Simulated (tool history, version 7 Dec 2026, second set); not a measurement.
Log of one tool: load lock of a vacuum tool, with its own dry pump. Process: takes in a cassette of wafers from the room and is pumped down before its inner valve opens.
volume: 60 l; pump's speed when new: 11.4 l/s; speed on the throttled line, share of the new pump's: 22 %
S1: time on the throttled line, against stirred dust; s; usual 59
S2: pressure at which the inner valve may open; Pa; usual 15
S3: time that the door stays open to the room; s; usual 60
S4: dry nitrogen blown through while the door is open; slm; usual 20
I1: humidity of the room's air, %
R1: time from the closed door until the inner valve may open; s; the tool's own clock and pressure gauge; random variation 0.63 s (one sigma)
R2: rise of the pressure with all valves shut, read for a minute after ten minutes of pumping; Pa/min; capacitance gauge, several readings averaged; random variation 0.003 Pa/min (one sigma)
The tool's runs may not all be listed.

| run | hour | S1 | S2 | S3 | S4 | I1 | R1 | R2 |
|---|---|---|---|---|---|---|---|---|
| 1 | 0 | 59 | 15 | 60 | 20 | 42.3 | 93.7 | 0.039 |
| 2 | 53.4 | 59 | 15 | 60 | 20 | 44.7 | 93.5 | 0.042 |
| 3 | 116.5 | 59 | 15 | 60 | 20 | 47.5 | 92.8 | 0.043 |
| 4 | 203.9 | 59 | 15 | 60 | 20 | 42.9 | 94 | 0.039 |
| 5 | 292.2 | 59 | 15 | 60 | 20 | 45.9 | 94.4 | 0.046 |
| 6 | 361.5 | 59 | 26 | 60 | 20 | 47.2 | 90.3 | 0.052 |
| 7 | 444.7 | 59 | 12 | 60 | 20 | 47.2 | 94.1 | 0.052 |
| 8 | 486.6 | 59 | 12 | 60 | 20 | 45.4 | 96.5 | 0.05 |
| 9 | 541.9 | 59 | 12 | 60 | 20 | 44.7 | 95.7 | 0.053 |
| 10 | 617 | 59 | 12 | 60 | 20 | 42.7 | 96.8 | 0.051 |
| 11 | 682.6 | 59 | 12 | 60 | 14 | 42.3 | 93.5 | 0.063 |
| 12 | 768 | 59 | 12 | 60 | 14 | 43.4 | 96.2 | 0.054 |
| 13 | 849.6 | 59 | 12 | 60 | 14 | 43.7 | 96.3 | 0.055 |
| 14 | 900.7 | 59 | 12 | 60 | 14 | 48.2 | 95.5 | 0.068 |
| 15 | 940.9 | 59 | 14 | 60 | 7 | 46.9 | 94.9 | 0.079 |
| 16 | 1000.1 | 59 | 14 | 60 | 7 | 45.7 | 95.8 | 0.079 |
| 17 | 1066.9 | 59 | 14 | 60 | 7 | 43.4 | 95.1 | 0.073 |
| 18 | 1146.8 | 37 | 11 | 33 | 7 | 44 | 79.4 | 0.073 |
| 19 | 1189.2 | 37 | 11 | 33 | 7 | 49.1 | 80.3 | 0.066 |
| 20 | 1253 | 59 | 15 | 122 | 20 | 47.4 | 94.9 | 0.083 |
| 21 | 1334.2 | 59 | 15 | 122 | 20 | 46.7 | 95.7 | 0.084 |
| 22 | 1421.8 | 104 | 26 | 104 | 33 | 44.4 | 127.8 | 0.071 |
| 23 | 1470.5 | 104 | 26 | 104 | 33 | 45.4 | 126.7 | 0.068 |
| 24 | 1521.9 | 104 | 26 | 104 | 33 | 43.3 | 127.2 | 0.074 |
| 25 | 1581.3 | 59 | 15 | 103 | 20 | 44.8 | 96.8 | 0.084 |

4 ways to go on from here, each from the tool as it stands after run 25. What would each give?
| A | 1673.5 | 59 | 15 | 25 | 20 | 48.2 | ? | ? |
| B | 1673.5 | 59 | 15 | 86 | 20 | 44.9 | ? | ? |
| C | 1673.5 | 68 | 15 | 239 | 27 | 44.6 | ? | ? |
| D | 1673.5 | 59 | 12 | 103 | 20 | 41.6 | ? | ? |

| run | R1 | R2 |
|---|---|---|
| A | 94.9 | 0.068 |
| B | 96.6 | 0.081 |
| C | 102 | 0.097 |
| D | 96.1 | 0.089 |
Without the tool's hidden state the same runs would have given:
| run | R1 | R2 |
|---|---|---|
| A | 92.6 | 0.019 |
| B | 94.2 | 0.032 |
| C | 99.8 | 0.048 |
| D | 93.7 | 0.04 |
